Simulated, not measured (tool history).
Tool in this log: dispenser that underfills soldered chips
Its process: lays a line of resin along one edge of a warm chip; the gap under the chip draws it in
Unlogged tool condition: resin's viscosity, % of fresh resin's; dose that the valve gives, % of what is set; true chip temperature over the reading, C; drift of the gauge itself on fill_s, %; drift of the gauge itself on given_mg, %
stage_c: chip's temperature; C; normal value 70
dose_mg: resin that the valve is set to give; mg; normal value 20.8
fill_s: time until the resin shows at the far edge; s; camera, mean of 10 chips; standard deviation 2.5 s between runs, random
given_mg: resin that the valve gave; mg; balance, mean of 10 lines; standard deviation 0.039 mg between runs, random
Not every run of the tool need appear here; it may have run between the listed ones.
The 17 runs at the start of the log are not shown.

run	hour	stage_c	dose_mg	hours of work since the syringe was changed	hours of work since the valve was cleaned	hours of work since the stage was calibrated	fill_s	given_mg
18	67.9	57	26.4	3	6	179	508.7	26.29
19	70.9	57	23.9	6	8	181	623.1	23.72
20	73.9	57	23.9	8	10	184	744.9	23.63
# hour 76.7: new syringe of resin
21	77.3	64	24.4	0	12	186	310.4	24.07
22	81.5	67	21.1	3	15	189	351.1	20.74
23	85.0	58	25.5	6	18	191	630.7	25.12
# hour 89.9: new syringe of resin
24	90.3	75	18.2	0	22	195	196.0	17.84
25	94.9	78	20.8	4	25	198	226.6	20.38
26	98.3	78	20.8	6	28	201	282.0	20.25
27	101.8	78	20.8	9	30	203	347.3	20.26
# hour 103.3: new syringe of resin
28	105.3	78	20.8	2	32	206	187.4	20.22
29	110.0	67	18.1	5	36	209	400.0	17.49
30	115.1	70	21.3	9	39	213	469.8	20.54

What if the next run were any one of these 4? Each begins from the tool's condition after run 30:
# hour 116.6: new syringe of resin
A	120.6	71	25.5	3	43	217	?	?
# hour 116.6: new syringe of resin
B	120.6	83	26.4	3	43	217	?	?
# hour 116.6: new syringe of resin
C	120.6	59	21.4	3	43	217	?	?
# hour 116.6: new syringe of resin
D	120.6	63	20.8	3	43	217	?	?

run	fill_s	given_mg
A	284.1	24.52
B	172.0	25.37
C	468.9	20.54
D	399.3	19.98
With no hidden state in the tool, these same runs would have given:
run	fill_s	given_mg
A	235.5	25.52
B	142.0	26.41
C	389.4	21.38
D	330.7	20.80
